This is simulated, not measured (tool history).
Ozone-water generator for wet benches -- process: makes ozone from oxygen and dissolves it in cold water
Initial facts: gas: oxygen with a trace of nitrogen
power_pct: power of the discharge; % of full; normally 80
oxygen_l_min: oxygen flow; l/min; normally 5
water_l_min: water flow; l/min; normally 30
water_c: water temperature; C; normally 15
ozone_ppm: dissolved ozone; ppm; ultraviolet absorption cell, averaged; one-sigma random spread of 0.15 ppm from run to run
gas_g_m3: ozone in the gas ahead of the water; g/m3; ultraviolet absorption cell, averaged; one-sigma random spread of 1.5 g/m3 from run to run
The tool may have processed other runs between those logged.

run 1 hour=0 | power_pct=80 oxygen_l_min=5 water_l_min=30 water_c=15 | ozone_ppm=18.7 gas_g_m3=289.4
run 2 hour=50.2 | power_pct=80 oxygen_l_min=5 water_l_min=30 water_c=15 | ozone_ppm=18.7 gas_g_m3=293.1
run 3 hour=83.8 | power_pct=80 oxygen_l_min=5 water_l_min=30 water_c=15 | ozone_ppm=18.7 gas_g_m3=292.7
run 4 hour=150.4 | power_pct=80 oxygen_l_min=5 water_l_min=30 water_c=15 | ozone_ppm=18.9 gas_g_m3=291.4
run 5 hour=201.2 | power_pct=80 oxygen_l_min=5 water_l_min=30 water_c=15 | ozone_ppm=18.5 gas_g_m3=288.6
run 6 hour=267.6 | power_pct=80 oxygen_l_min=5 water_l_min=30 water_c=15 | ozone_ppm=18.7 gas_g_m3=288
run 7 hour=323.3 | power_pct=80 oxygen_l_min=5 water_l_min=30 water_c=15 | ozone_ppm=18.6 gas_g_m3=289.5
run 8 hour=380.7 | power_pct=80 oxygen_l_min=7.32 water_l_min=30 water_c=15 | ozone_ppm=19.6 gas_g_m3=236.3
run 9 hour=451 | power_pct=80 oxygen_l_min=7.32 water_l_min=30 water_c=15 | ozone_ppm=19.6 gas_g_m3=238.9
run 10 hour=490.1 | power_pct=80 oxygen_l_min=5 water_l_min=30 water_c=15 | ozone_ppm=18.7 gas_g_m3=287.5

What will run 11 give?
run 11 hour=532 | power_pct=80 oxygen_l_min=3.21 water_l_min=30 water_c=15 | ozone_ppm=? gas_g_m3=?

ozone_ppm: 17.1 ppm
gas_g_m3: 363.4 g/m3
The same run, on a tool lacking any hidden state, would have yielded ozone_ppm 17.1 ppm, gas_g_m3 367.3 g/m3.

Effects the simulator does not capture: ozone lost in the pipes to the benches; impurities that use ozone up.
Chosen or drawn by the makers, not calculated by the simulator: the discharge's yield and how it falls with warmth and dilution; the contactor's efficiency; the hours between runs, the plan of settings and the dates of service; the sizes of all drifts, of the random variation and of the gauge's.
